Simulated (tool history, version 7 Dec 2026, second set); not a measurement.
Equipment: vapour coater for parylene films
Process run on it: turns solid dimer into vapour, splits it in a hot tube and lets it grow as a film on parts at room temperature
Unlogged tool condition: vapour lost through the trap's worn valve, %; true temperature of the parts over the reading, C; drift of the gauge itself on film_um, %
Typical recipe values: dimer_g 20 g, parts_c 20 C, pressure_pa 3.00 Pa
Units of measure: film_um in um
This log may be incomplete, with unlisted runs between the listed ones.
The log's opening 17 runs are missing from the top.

run,hour,dimer_g,parts_c,pressure_pa,hours of work since the trap's valve was overhauled,hours of work since the table's thermometer was calibrated,film_um
18,235.6,20,20,3.00,41,438,5.30
19,246.4,20,31,3.00,50,447,4.30
20,260.6,13,16,6.65,61,458,3.23
21,278.2,13,16,6.65,75,472,3.27
# hour 287.9: trap's valve overhauled, once more
22,299.4,17,12,3.00,9,486,6.05
23,307.8,36,16,8.48,16,493,9.85
24,319.3,12,20,7.25,25,502,3.10
25,329.1,15,30,3.77,33,510,3.54
26,336.9,20,28,3.00,39,516,5.16
27,348.9,20,28,3.00,49,526,5.16
28,356.9,23,13,6.40,55,532,6.92
29,370.3,23,13,6.40,66,543,6.91
30,378.1,24,20,3.00,72,549,7.10
31,392.9,24,20,3.00,84,561,7.09
32,408.7,24,20,3.00,97,574,7.02
33,422.4,21,20,2.60,107,585,6.34
34,432.0,12,16,2.90,115,592,3.76
35,449.5,10,32,2.90,129,606,2.35
36,461.2,9,13,10.98,139,616,2.38
37,475.4,18,24,8.37,150,627,4.05
38,488.7,30,24,4.83,161,638,7.30

3 options for the next run, each taken on its own from the tool as it stands now. Forecast them:
A,502.5,20,26,3.00,172,649,?
B,502.5,24,27,11.46,172,649,?
C,502.5,10,29,10.96,172,649,?

run,film_um
A,5.17
B,4.86
C,1.95
Without the tool's hidden state the same runs would have given:
run,film_um
A,5.46
B,5.12
C,2.06
